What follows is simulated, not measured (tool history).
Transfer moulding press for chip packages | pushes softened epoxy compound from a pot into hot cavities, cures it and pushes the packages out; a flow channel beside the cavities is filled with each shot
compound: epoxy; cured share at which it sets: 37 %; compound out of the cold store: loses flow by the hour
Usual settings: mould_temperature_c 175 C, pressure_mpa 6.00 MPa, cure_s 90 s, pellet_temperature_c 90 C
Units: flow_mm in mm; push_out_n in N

run   hour  mould_temperature_c  pressure_mpa  cure_s  pellet_temperature_c  incoming compound's hours out of the cold store  flow_mm  push_out_n
  1    0.0                  175          6.00      90                    90                                              9.5      960         388
  2   18.5                  175          6.00      90                    90                                             35.5      821         385
      38.6  -- plunger's sealing rings changed
  3   43.8                  175          6.00      90                    90                                             22.8      915         423
  4   64.8                  175          6.00      90                    90                                             22.1      912         433
      69.4  -- cavities cleaned with cleaning compound and waxed
  5  101.6                  175          6.00      90                    97                                             46.9      792         366
  6  131.8                  175          6.00      90                    90                                             22.7      908         419
     166.6  -- cavities cleaned with cleaning compound and waxed
  7  172.6                  175          6.00      90                    90                                             42.8      807         284
  8  201.9                  175          6.00      90                    90                                             27.5      873         391
  9  243.9                  175          6.00      90                    93                                             43.8      795         423
     263.1  -- cavities cleaned with cleaning compound and waxed
 10  269.4                  170          6.00      90                    90                                             24.8      910         428
 11  289.8                  175          6.00      90                    90                                             13.5      944         374
 12  330.8                  175          6.00      90                    90                                             31.1      848         417
     360.0  -- cavities cleaned with cleaning compound and waxed
 13  372.2                  175          6.00      90                    80                                             14.2      932         342
     376.4  -- mould's thermocouples calibrated
 14  410.7                  175          6.00      90                    80                                             40.7      796         393
     443.1  -- plunger's sealing rings changed
 15  449.8                  175          6.00      90                    80                                             17.9      945         437
     460.8  -- cavities cleaned with cleaning compound and waxed
 16  473.3                  175          6.00      90                    80                                             15.9      954         341
     505.1  -- mould's thermocouples calibrated, once more
 17  507.8                  175          5.30     107                    95                                             40.8      766         337
 18  525.3                  175          4.97      99                    88                                             29.0      795         368
     558.6  -- cavities cleaned with cleaning compound and waxed
 19  562.9                  180          4.85     114                    94                                             41.0      715         246
 20  602.6                  180          4.85     114                    94                                             18.7      809         330
 21  640.7                  180          4.85     114                    86                                             42.6      700         343
     656.2  -- cavities cleaned with cleaning compound and waxed
 22  675.9                  180          4.85     114                    86                                             29.9      753         294
 23  707.4                  175          5.14     119                    90                                             21.7      834         357
 24  737.4                  175          5.14     119                    90                                             45.6      720         337
     752.2  -- cavities cleaned with cleaning compound and waxed
 25  781.4                  176          5.14     123                    90                                             15.4      852         306
 26  815.3                  175          6.00      90                    90                                             35.6      817         408
 27  842.8                  175          6.00      90                    90                                             20.0      892         423

4 ways to go on from here, each from the tool as it stands after run 27. What would each give?
     849.2  -- plunger's sealing rings changed
     850.7  -- cavities cleaned with cleaning compound and waxed
  A  864.6                  172          7.48      90                    90                                             22.9        ?           ?
     849.2  -- plunger's sealing rings changed
     850.7  -- cavities cleaned with cleaning compound and waxed
  B  864.6                  182          5.89      90                    90                                             46.8        ?           ?
     849.2  -- plunger's sealing rings changed
     850.7  -- cavities cleaned with cleaning compound and waxed
  C  864.6                  168          6.00      75                    90                                             16.3        ?           ?
     849.2  -- plunger's sealing rings changed
     850.7  -- cavities cleaned with cleaning compound and waxed
  D  864.6                  179          7.50      87                    90                                             34.5        ?           ?

run  flow_mm  push_out_n
  A     1039         408
  B      768         269
  C      996         865
  D      940         292
Without the tool's hidden state the same runs would have given:
run  flow_mm  push_out_n
  A     1040         322
  B      769         216
  C      997         683
  D      941         233

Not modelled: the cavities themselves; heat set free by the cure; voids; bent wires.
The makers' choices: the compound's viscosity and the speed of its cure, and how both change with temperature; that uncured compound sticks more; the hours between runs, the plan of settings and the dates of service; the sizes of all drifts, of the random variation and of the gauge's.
